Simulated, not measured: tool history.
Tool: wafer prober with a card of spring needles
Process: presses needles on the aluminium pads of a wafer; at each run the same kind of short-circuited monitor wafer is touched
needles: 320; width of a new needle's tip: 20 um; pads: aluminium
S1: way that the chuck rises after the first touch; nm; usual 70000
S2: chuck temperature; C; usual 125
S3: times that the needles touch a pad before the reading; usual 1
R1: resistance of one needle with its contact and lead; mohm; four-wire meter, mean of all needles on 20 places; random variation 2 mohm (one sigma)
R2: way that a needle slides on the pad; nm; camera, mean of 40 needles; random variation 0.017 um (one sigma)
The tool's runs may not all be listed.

run 1 day=0 | S1=70000 S2=125 S3=1 | R1=223 R2=13710
run 2 day=0.658 | S1=70000 S2=125 S3=1 | R1=225 R2=13690
-- day=0.858 tips cleaned on abrasive film
run 3 day=1.617 | S1=70000 S2=125 S3=1 | R1=225 R2=13720
-- day=1.917 tips cleaned on abrasive film
run 4 day=2.638 | S1=70000 S2=125 S3=1 | R1=223 R2=13720
-- day=3.017 tips cleaned on abrasive film
run 5 day=3.733 | S1=70000 S2=125 S3=1 | R1=220 R2=13720
-- day=4.096 tips cleaned on abrasive film
-- day=5.188 tips cleaned on abrasive film
-- day=5.2 height of the first contact set anew
run 6 day=5.2 | S1=70000 S2=125 S3=2 | R1=221 R2=13750
run 7 day=6.15 | S1=70000 S2=125 S3=2 | R1=227 R2=13740
-- day=6.258 tips cleaned on abrasive film
run 8 day=7.238 | S1=70000 S2=125 S3=2 | R1=221 R2=13760
-- day=7.338 tips cleaned on abrasive film
run 9 day=8.183 | S1=70000 S2=125 S3=2 | R1=221 R2=13750
-- day=8.492 tips cleaned on abrasive film
run 10 day=8.967 | S1=70000 S2=125 S3=2 | R1=218 R2=13750
-- day=9.546 tips cleaned on abrasive film
run 11 day=10.092 | S1=70000 S2=125 S3=1 | R1=221 R2=13790
-- day=10.621 tips cleaned on abrasive film
run 12 day=10.85 | S1=70000 S2=125 S3=1 | R1=223 R2=13780
-- day=11.729 tips cleaned on abrasive film
run 13 day=12.204 | S1=50000 S2=30 S3=1 | R1=211 R2=9830
-- day=12.783 tips cleaned on abrasive film
run 14 day=13.296 | S1=50000 S2=31 S3=2 | R1=206 R2=9860
-- day=13.921 tips cleaned on abrasive film
run 15 day=14.258 | S1=50000 S2=31 S3=2 | R1=209 R2=9860
-- day=14.971 tips cleaned on abrasive film
run 16 day=15.438 | S1=85000 S2=34 S3=1 | R1=196 R2=16770
-- day=16.025 tips cleaned on abrasive film
run 17 day=16.579 | S1=85000 S2=34 S3=1 | R1=197 R2=16790
-- day=17.104 tips cleaned on abrasive film
run 18 day=17.358 | S1=51000 S2=72 S3=3 | R1=214 R2=10050
-- day=18.258 tips cleaned on abrasive film
run 19 day=18.596 | S1=70000 S2=125 S3=1 | R1=222 R2=13810

Run 20 comes next. What will it give?
-- day=19.421 tips cleaned on abrasive film
run 20 day=19.538 | S1=84000 S2=26 S3=1 | R1=? R2=?

{"run 20": {"R1": 196, "R2": 16580}}
Without the tool's hidden state the same run would have given R1 196 mohm, R2 16450 nm.
